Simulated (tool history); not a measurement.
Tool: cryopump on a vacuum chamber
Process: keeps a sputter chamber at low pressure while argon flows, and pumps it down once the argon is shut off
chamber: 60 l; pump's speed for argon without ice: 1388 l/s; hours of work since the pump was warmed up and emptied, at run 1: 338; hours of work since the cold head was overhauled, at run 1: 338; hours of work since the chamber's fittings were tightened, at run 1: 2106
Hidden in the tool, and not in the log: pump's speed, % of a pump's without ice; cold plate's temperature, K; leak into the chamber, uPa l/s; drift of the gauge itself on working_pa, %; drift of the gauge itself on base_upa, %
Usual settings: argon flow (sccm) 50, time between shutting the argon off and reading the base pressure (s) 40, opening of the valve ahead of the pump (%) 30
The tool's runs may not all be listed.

run	day	argon flow (sccm)	time between shutting the argon off and reading the base pressure (s)	opening of the valve ahead of the pump (%)	hours of work since the pump was warmed up and emptied	hours of work since the cold head was overhauled	hours of work since the chamber's fittings were tightened	pressure while argon flows (Pa)	pressure after the wait (uPa)
1	0	50	40	30	338	338	2106	0.2165	2.89
2	2.892	50	40	30	394	394	2162	0.2194	3.03
3	5.842	33	40	30	451	451	2219	0.1479	3.22
4	9.117	50	40	41	515	515	2283	0.1717	3.23
5	12.988	50	40	56	590	590	2358	0.1372	3.47
# day 15.425: pump warmed up, emptied and cooled again
6	16.133	50	40	30	14	647	2415	0.2047	2.8
7	18.746	50	40	30	65	698	2466	0.2052	2.87
8	21.779	50	40	30	123	757	2525	0.208	2.9
9	23.875	50	40	30	164	797	2565	0.21	2.92
10	27.058	50	40	30	226	859	2627	0.2121	3.22
11	29.567	50	40	30	275	908	2676	0.2132	3.24
12	31.521	50	40	30	313	946	2714	0.2162	3.38
13	35.521	50	40	30	390	1023	2792	0.2195	3.55
14	39.258	50	65	30	463	1096	2864	0.223	3.21
15	41.833	50	65	30	513	1146	2914	0.2265	3.36
# day 44.192: leaking fittings of the chamber tightened, without venting
16	45.471	50	40	30	582	1215	25	0.2306	1.52
# day 48.525: pump warmed up, emptied and cooled again
17	48.883	50	51	24	7	1277	87	0.2547	1.24
18	52.704	50	51	24	81	1352	161	0.2567	1.26
19	56.621	50	67	42	157	1428	237	0.152	1.1
20	58.625	64	155	56	196	1467	276	0.1499	0.76
21	62.346	64	155	56	268	1539	348	0.1537	0.89
22	64.362	64	136	26	308	1578	388	0.3153	0.93
23	67.333	49	71	17	365	1636	445	0.3682	1.35
24	69.788	95	219	53	413	1683	493	0.253	0.94
25	72.412	30	139	17	464	1734	544	0.2276	1.15
26	74.246	25	106	17	499	1770	580	0.1903	1.26
27	77.371	51	57	17	560	1831	640	0.3958	1.76
28	79.733	35	40	30	606	1876	686	0.164	2.28
# day 81.446: pump warmed up, emptied and cooled again
29	82.55	50	49	40	21	1927	737	0.1529	1.69
30	84.154	42	159	18	53	1958	768	0.2865	1.01
31	86.454	42	159	18	97	2003	813	0.288	1.11
32	89.921	32	40	16	165	2070	880	0.2488	2.05

Forecast each of these 3 alternatives for the next run:
A	93.442	92	103	18	233	2139	948	?	?
B	93.442	32	40	19	233	2139	948	?	?
C	93.442	44	233	48	233	2139	948	?	?

run	pressure while argon flows (Pa)	pressure after the wait (uPa)
A	0.6403	1.42
B	0.2127	2.08
C	0.1198	1.17
Without the tool's hidden state the same runs would have given:
run	pressure while argon flows (Pa)	pressure after the wait (uPa)
A	0.6221	0.68
B	0.2063	1.35
C	0.1111	0.45

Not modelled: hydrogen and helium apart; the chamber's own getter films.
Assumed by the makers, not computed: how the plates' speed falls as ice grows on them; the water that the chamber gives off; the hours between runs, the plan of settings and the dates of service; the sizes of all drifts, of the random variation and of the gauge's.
